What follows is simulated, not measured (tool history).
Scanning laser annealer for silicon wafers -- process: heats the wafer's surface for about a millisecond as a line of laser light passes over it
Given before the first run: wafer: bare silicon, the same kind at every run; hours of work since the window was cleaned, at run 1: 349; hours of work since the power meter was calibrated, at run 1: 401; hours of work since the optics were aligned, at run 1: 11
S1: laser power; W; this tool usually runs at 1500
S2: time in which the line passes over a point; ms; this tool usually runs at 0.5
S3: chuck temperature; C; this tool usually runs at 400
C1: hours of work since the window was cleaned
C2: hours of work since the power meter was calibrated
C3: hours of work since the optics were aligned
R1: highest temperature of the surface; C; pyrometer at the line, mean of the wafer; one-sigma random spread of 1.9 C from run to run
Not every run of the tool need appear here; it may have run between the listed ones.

run   hour    S1     S2   S3   C1   C2   C3    R1
  1      0  1500    0.5  400  349  401   11  1215
  2     46  1500    0.5  408  381  433   42  1230
  3     71  1500    0.5  408  398  450   59  1229
  4   93.6  1500    0.5  400  413  465   75  1217
  5    130  1500  0.446  400  438  490  100  1165
  6  179.4  1500    0.5  400  472  524  134  1221
  7    220  1500    0.5  400  500  552  161  1221
  8  256.5  1500  0.471  400  525  577  186  1190
  9  291.8  1500  0.471  400  549  601  210  1188
 10  336.3  1500  0.471  400  579  631  241  1190
 11  364.8  1500  0.511  400  599  651  260  1229
 12  408.7  1500  0.551  400  629  681  290  1268
 13  438.3  1525    0.5  400  649  701  311  1236
 14  486.2  1301  0.503  382  682  734  343  1085
 15  528.9  1538  0.573  382  711  763  373  1295
 16  550.6  1312  0.367  382  726  778  387   967
     567.7  -- window over the wafer cleaned
 17  573.2  1500  0.526  391    4  792  401  1237
 18  604.3  1500  0.526  391   25  813  423  1238

What will run 19 give?
 19  641.6  1500  0.554  391  51  839  448   ?

{"run 19": {"R1": 1262}}
Minus the tool's unlogged condition, the same run would have read R1 1262 C.

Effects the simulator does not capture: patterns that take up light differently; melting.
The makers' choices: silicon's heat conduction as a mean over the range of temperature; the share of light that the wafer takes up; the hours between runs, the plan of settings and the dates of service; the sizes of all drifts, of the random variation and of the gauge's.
